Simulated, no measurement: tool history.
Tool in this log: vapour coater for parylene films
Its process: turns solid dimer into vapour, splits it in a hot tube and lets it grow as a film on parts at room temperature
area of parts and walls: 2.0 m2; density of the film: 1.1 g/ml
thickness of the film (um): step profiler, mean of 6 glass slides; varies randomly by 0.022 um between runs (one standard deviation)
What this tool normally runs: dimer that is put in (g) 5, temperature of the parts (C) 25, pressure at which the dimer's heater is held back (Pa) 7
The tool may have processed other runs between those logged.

run   hour  dimer that is put in (g)  temperature of the parts (C)  pressure at which the dimer's heater is held back (Pa)  thickness of the film (um)
  1      0                         5                            25                                                       7                        1.16
  2     21                         5                            25                                                       7                        1.13
  3   37.8                         5                            25                                                       7                        1.15
  4   48.2                         5                            25                                                       7                        1.13
  5   61.4                         5                            25                                                       7                        1.12
  6   78.3                         5                            25                                                       7                        1.16
  7   94.8                         5                            25                                                     2.9                        1.24
  8  110.6                         5                            25                                                     2.9                        1.25
  9  130.3                         5                            25                                                     2.9                        1.24
 10  153.8                         5                            25                                                     2.9                        1.23
 11  165.5                         5                            25                                                     2.9                        1.22
 12  175.7                         9                            25                                                     2.9                        2.25
 13  186.3                         9                            25                                                     2.9                        2.24
     189.6  -- table's thermometer calibrated
 14  200.8                         9                            25                                                     2.9                        2.18
 15  218.9                         6                            27                                                    2.71                        1.43
     231.5  -- table's thermometer calibrated, once more
 16  233.1                         6                            19                                                   11.34                         1.5
 17  246.6                         6                            19                                                   11.34                        1.46
 18  256.8                         8                            27                                                   11.34                        1.55
 19  279.6                         2                            25                                                    5.68                        0.45
 20  293.1                         2                            19                                                       7                        0.53
 21  316.3                         2                            19                                                       7                         0.5
 22  336.1                         5                            19                                                   10.61                        1.22

Branching from run 22: 3 alternative next runs. What would each branch give?
  A  357.8                         5                            19                                                   10.61                           ?
  B  357.8                         4                            25                                                       7                           ?
  C  357.8                         4                            27                                                    6.33                           ?

run  thickness of the film (um)
  A                        1.19
  B                        0.82
  C                        0.83
Stripped of hidden state, with their random variation kept, the same runs would have yielded:
run  thickness of the film (um)
  A                        1.34
  B                        0.92
  C                        0.94

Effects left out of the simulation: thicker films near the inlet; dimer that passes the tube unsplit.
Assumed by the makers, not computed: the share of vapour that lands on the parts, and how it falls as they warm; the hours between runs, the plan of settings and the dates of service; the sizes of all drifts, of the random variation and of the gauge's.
